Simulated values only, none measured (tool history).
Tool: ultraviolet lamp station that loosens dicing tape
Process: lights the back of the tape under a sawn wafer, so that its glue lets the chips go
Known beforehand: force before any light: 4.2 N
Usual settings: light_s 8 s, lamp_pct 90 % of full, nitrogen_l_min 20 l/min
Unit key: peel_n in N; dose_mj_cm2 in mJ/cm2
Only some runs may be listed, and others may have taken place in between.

Run 1, hour 0: usual settings. Result: peel_n 0.487 N, dose_mj_cm2 372 mJ/cm2.
Run 2, hour 43.9: usual settings. Result: peel_n 0.51 N, dose_mj_cm2 368 mJ/cm2.
Run 3, hour 68.4: usual settings but lamp_pct 69 % of full. Result: peel_n 0.783 N, dose_mj_cm2 288 mJ/cm2.
Run 4, hour 110.3: usual settings but lamp_pct 69 % of full. Result: peel_n 0.78 N, dose_mj_cm2 280 mJ/cm2.
Run 5, hour 153.7: usual settings but lamp_pct 69 % of full. Result: peel_n 0.803 N, dose_mj_cm2 282 mJ/cm2.
Run 6, hour 195.4: usual settings but lamp_pct 69 % of full. Result: peel_n 0.813 N, dose_mj_cm2 272 mJ/cm2.
At hour 202.9: window cleaned of glue's vapour.
Run 7, hour 217.3: usual settings but lamp_pct 64 % of full. Result: peel_n 0.846 N, dose_mj_cm2 270 mJ/cm2.
Run 8, hour 245: usual settings but lamp_pct 92 % of full. Result: peel_n 0.467 N, dose_mj_cm2 388 mJ/cm2.
Run 9, hour 289.3: usual settings but lamp_pct 85 % of full. Result: peel_n 0.529 N, dose_mj_cm2 359 mJ/cm2.
Run 10, hour 315: usual settings but lamp_pct 85 % of full. Result: peel_n 0.526 N, dose_mj_cm2 354 mJ/cm2.
Run 11, hour 339: usual settings but lamp_pct 85 % of full. Result: peel_n 0.55 N, dose_mj_cm2 354 mJ/cm2.
Run 12, hour 366.1: usual settings. Result: peel_n 0.514 N, dose_mj_cm2 377 mJ/cm2.
Run 13, hour 386.1: usual settings but lamp_pct 64 % of full. Result: peel_n 0.862 N, dose_mj_cm2 260 mJ/cm2.
Run 14, hour 408: usual settings but lamp_pct 64 % of full. Result: peel_n 0.86 N, dose_mj_cm2 261 mJ/cm2.
Run 15, hour 428.8: usual settings. Result: peel_n 0.525 N, dose_mj_cm2 368 mJ/cm2.
Run 16, hour 458.9: usual settings but light_s 5 s. Result: peel_n 1.076 N, dose_mj_cm2 232 mJ/cm2.
Run 17, hour 502.9: usual settings but light_s 5 s. Result: peel_n 1.046 N, dose_mj_cm2 226 mJ/cm2.
Run 18, hour 527.3: usual settings but light_s 5 s, nitrogen_l_min 28 l/min. Result: peel_n 0.962 N, dose_mj_cm2 226 mJ/cm2.
Run 19, hour 571.8: usual settings but light_s 5 s, nitrogen_l_min 28 l/min. Result: peel_n 0.999 N, dose_mj_cm2 229 mJ/cm2.
Run 20, hour 594.1: usual settings but light_s 5 s, nitrogen_l_min 28 l/min. Result: peel_n 0.977 N, dose_mj_cm2 227 mJ/cm2.
Run 21, hour 639: usual settings but light_s 5 s, nitrogen_l_min 28 l/min. Result: peel_n 0.995 N, dose_mj_cm2 222 mJ/cm2.
Run 22, hour 666.8: usual settings but light_s 5 s, nitrogen_l_min 28 l/min. Result: peel_n 0.991 N, dose_mj_cm2 220 mJ/cm2.
Run 23, hour 704.5: usual settings but light_s 13 s, nitrogen_l_min 9 l/min. Result: peel_n 0.337 N, dose_mj_cm2 570 mJ/cm2.
Run 24, hour 741.5: usual settings but light_s 13 s, nitrogen_l_min 9 l/min. Result: peel_n 0.345 N, dose_mj_cm2 571 mJ/cm2.
Run 25, hour 773.6: usual settings but light_s 4 s, lamp_pct 67 % of full, nitrogen_l_min 9 l/min. Result: peel_n 2.373 N, dose_mj_cm2 131 mJ/cm2.
Run 26, hour 801.7: usual settings but light_s 6 s, nitrogen_l_min 12 l/min. Result: peel_n 1.139 N, dose_mj_cm2 256 mJ/cm2.
Run 27, hour 840: usual settings but light_s 5 s, lamp_pct 91 % of full, nitrogen_l_min 8 l/min. Result: peel_n 1.557 N, dose_mj_cm2 214 mJ/cm2.
Run 28, hour 884.3: usual settings but light_s 6 s, lamp_pct 71 % of full, nitrogen_l_min 17 l/min. Result: peel_n 1.293 N, dose_mj_cm2 206 mJ/cm2.
Run 29, hour 925.2: usual settings but light_s 11 s, nitrogen_l_min 39 l/min. Result: peel_n 0.23 N, dose_mj_cm2 463 mJ/cm2.
Run 30, hour 948.9: usual settings but light_s 7 s, nitrogen_l_min 39 l/min. Result: peel_n 0.562 N, dose_mj_cm2 297 mJ/cm2.
Run 31, hour 991.9: usual settings but light_s 14 s, lamp_pct 66 % of full, nitrogen_l_min 39 l/min. Result: peel_n 0.282 N, dose_mj_cm2 430 mJ/cm2.
Run 32, hour 1028.7: usual settings but light_s 9 s, nitrogen_l_min 36 l/min. Result: peel_n 0.359 N, dose_mj_cm2 378 mJ/cm2.
Run 33, hour 1063.3: usual settings but light_s 11 s, nitrogen_l_min 8 l/min. Result: peel_n 0.592 N, dose_mj_cm2 458 mJ/cm2.
Run 34, hour 1103: usual settings but light_s 11 s, lamp_pct 77 % of full, nitrogen_l_min 8 l/min. Result: peel_n 0.745 N, dose_mj_cm2 384 mJ/cm2.
Run 35, hour 1130: usual settings but light_s 5 s, lamp_pct 96 % of full, nitrogen_l_min 21 l/min. Result: peel_n 1.105 N, dose_mj_cm2 218 mJ/cm2.
Run 36, hour 1149.6: usual settings but light_s 5 s, lamp_pct 96 % of full, nitrogen_l_min 21 l/min. Result: peel_n 1.145 N, dose_mj_cm2 219 mJ/cm2.
Run 37, hour 1171.5: usual settings but lamp_pct 83 % of full, nitrogen_l_min 25 l/min. Result: peel_n 0.666 N, dose_mj_cm2 300 mJ/cm2.
Run 38, hour 1199.8: usual settings but lamp_pct 83 % of full, nitrogen_l_min 25 l/min. Result: peel_n 0.668 N, dose_mj_cm2 298 mJ/cm2.
Run 39, hour 1224.6: usual settings but light_s 10 s, lamp_pct 71 % of full. Result: peel_n 0.658 N, dose_mj_cm2 318 mJ/cm2.
Run 40, hour 1257.4: usual settings but light_s 11 s, nitrogen_l_min 7 l/min. Result: peel_n 0.663 N, dose_mj_cm2 437 mJ/cm2.
Run 41, hour 1288.6: usual settings but light_s 11 s, nitrogen_l_min 7 l/min. Result: peel_n 0.661 N, dose_mj_cm2 437 mJ/cm2.
Run 42, hour 1308: usual settings but light_s 12 s, lamp_pct 91 % of full, nitrogen_l_min 16 l/min. Result: peel_n 0.343 N, dose_mj_cm2 479 mJ/cm2.
Run 43, hour 1327.9: usual settings but lamp_pct 61 % of full, nitrogen_l_min 21 l/min. Result: peel_n 1.165 N, dose_mj_cm2 217 mJ/cm2.

Subtracting, for every run, the result it would have given without the tool's unlogged condition from the measured result gives the following. The same run-to-run variation enters both numbers; the gauge's scatter may not:
Hidden state at play: lamp's light, % of a new lamp's; light that the window lets through, % of a clean one's; drift of the gauge itself on peel_n, %; drift of the gauge itself on dose_mj_cm2, %.
run  peel_n  dose_mj_cm2
  1  +0.109          -52
  2  +0.118          -55
  3  +0.165          -44
  4   +0.17          -45
  5  +0.181          -48
  6  +0.189          -49
  7  +0.138          -32
  8  +0.096          -49
  9   +0.11          -47
 10  +0.112          -49
 11  +0.121          -50
 12  +0.119          -55
 13   +0.17          -40
 14  +0.171          -41
 15  +0.128          -58
 16  +0.205          -38
 17  +0.209          -40
 18  +0.209          -41
 19  +0.223          -42
 20  +0.223          -43
 21  +0.235          -44
 22   +0.24          -45
 23   +0.11         -121
 24  +0.111         -126
 25  +0.307          -29
 26  +0.288          -60
 27  +0.323          -52
 28  +0.311          -51
 29  +0.077         -120
 30  +0.204          -79
 31  +0.102         -118
 32  +0.139         -106
 33  +0.228         -132
 34  +0.271         -115
 35  +0.349          -67
 36  +0.365          -67
 37  +0.262          -94
 38   +0.27          -95
 39  +0.268         -104
 40  +0.274         -147
 41  +0.277         -150
 42  +0.152         -166
 43  +0.408          -75
